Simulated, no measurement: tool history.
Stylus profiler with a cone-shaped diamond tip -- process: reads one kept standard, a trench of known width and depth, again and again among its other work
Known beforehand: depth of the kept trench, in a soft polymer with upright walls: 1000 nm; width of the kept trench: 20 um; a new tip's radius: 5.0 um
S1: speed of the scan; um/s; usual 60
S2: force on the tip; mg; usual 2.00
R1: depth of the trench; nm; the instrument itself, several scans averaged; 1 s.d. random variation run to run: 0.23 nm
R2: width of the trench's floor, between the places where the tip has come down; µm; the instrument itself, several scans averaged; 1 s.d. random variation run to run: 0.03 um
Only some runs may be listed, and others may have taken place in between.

run    hour   S1    S2       R1     R2
  1     0.0   60  2.00  1014.88  11.49
  2    50.7   60  2.00  1014.59  11.50
  3    94.8   60  2.00  1014.91  11.50
  4   142.2   60  2.00  1014.65  11.38
  5   198.3   60  2.00  1014.75  11.37
  6   251.5   60  2.38  1016.50  11.30
  7   308.6   70  2.38  1016.57  11.25
  8   364.7   70  2.38  1016.94  11.16
  9   399.5   70  2.38  1016.22  11.08
 10   433.9   70  2.38  1015.87  11.06
 11   467.2   78  2.00  1014.71  11.07
 12   494.0   78  2.00  1014.39  11.05
 13   525.2   78  2.00  1014.55  11.00
 14   579.8   78  2.00  1014.99  10.98
 15   625.2   78  2.00  1014.73  10.90
 16   664.7   60  1.11  1009.28  10.87
 17   699.3   60  1.11  1009.14  10.92
 18   724.2   60  1.11  1009.65  10.82
 19   762.3   60  2.00  1014.36  10.85
 20   800.4   60  2.00  1014.16  10.80
 21   838.1   60  2.00  1014.21  10.78
 22   869.8   60  2.00  1013.74  10.77
 23   916.7   60  2.00  1014.08  10.71
 24   953.6   60  2.00  1013.81  10.69
 25   980.5   70  0.91  1008.05  10.49
 26  1014.4   85  1.56  1011.78  10.49
 27  1069.2  101  1.09  1009.14  10.34
 28  1111.7   33  2.00  1014.40  10.68
 29  1167.5   33  2.00  1014.17  10.59
 30  1196.5   60  0.68  1006.48  10.36
 31  1232.2  117  1.54  1011.90  10.24
 32  1263.1  104  1.82  1012.93  10.29
     1285.7  -- new tip fitted, height scale calibrated
 33  1300.8  104  1.82  1014.27  13.75
 34  1329.6   19  1.79  1014.00  13.98
 35  1361.7   19  1.79  1013.77  13.94
 36  1393.4   99  2.36  1016.73  13.70
 37  1444.4   99  2.36  1016.76  13.60
 38  1484.7   99  2.36  1016.79  13.60
 39  1538.1   44  2.65  1018.35  13.64
 40  1574.3   44  2.65  1018.02  13.58
 41  1610.6   15  1.35  1011.22  13.67
 42  1662.6   27  1.66  1013.45  13.60
 43  1714.8   27  1.66  1012.82  13.47
 44  1772.5   27  4.06  1023.66  13.44
 45  1806.8   31  4.44  1025.59  13.39

Subtracting, for every run, the result it would have given without the tool's unlogged condition from the measured result gives the following. The same run-to-run variation enters both numbers; the gauge's scatter may not:
The tool's hidden condition here consists of: radius of the tip, um; height scale over the true one, %; drift of the gauge itself on depth_nm, %; drift of the gauge itself on floor_um, %.
run     R1     R2
  1  -0.11  -2.29
  2  -0.15  -2.34
  3  -0.18  -2.37
  4  -0.22  -2.42
  5  -0.27  -2.47
  6  -0.30  -2.52
  7  -0.35  -2.57
  8  -0.39  -2.62
  9  -0.41  -2.65
 10  -0.44  -2.67
 11  -0.46  -2.71
 12  -0.48  -2.73
 13  -0.50  -2.76
 14  -0.54  -2.81
 15  -0.57  -2.85
 16  -0.60  -2.88
 17  -0.63  -2.90
 18  -0.64  -2.93
 19  -0.68  -2.96
 20  -0.70  -3.00
 21  -0.73  -3.03
 22  -0.75  -3.05
 23  -0.78  -3.09
 24  -0.81  -3.13
 25  -0.83  -3.15
 26  -0.86  -3.18
 27  -0.89  -3.21
 28  -0.93  -3.25
 29  -0.97  -3.29
 30  -0.99  -3.32
 31  -1.01  -3.34
 32  -1.04  -3.37
 33  +0.07  +0.09
 34  +0.06  +0.04
 35  +0.03  +0.00
 36  +0.01  -0.04
 37  -0.03  -0.09
 38  -0.06  -0.14
 39  -0.10  -0.20
 40  -0.12  -0.24
 41  -0.15  -0.28
 42  -0.19  -0.35
 43  -0.23  -0.42
 44  -0.27  -0.48
 45  -0.29  -0.52
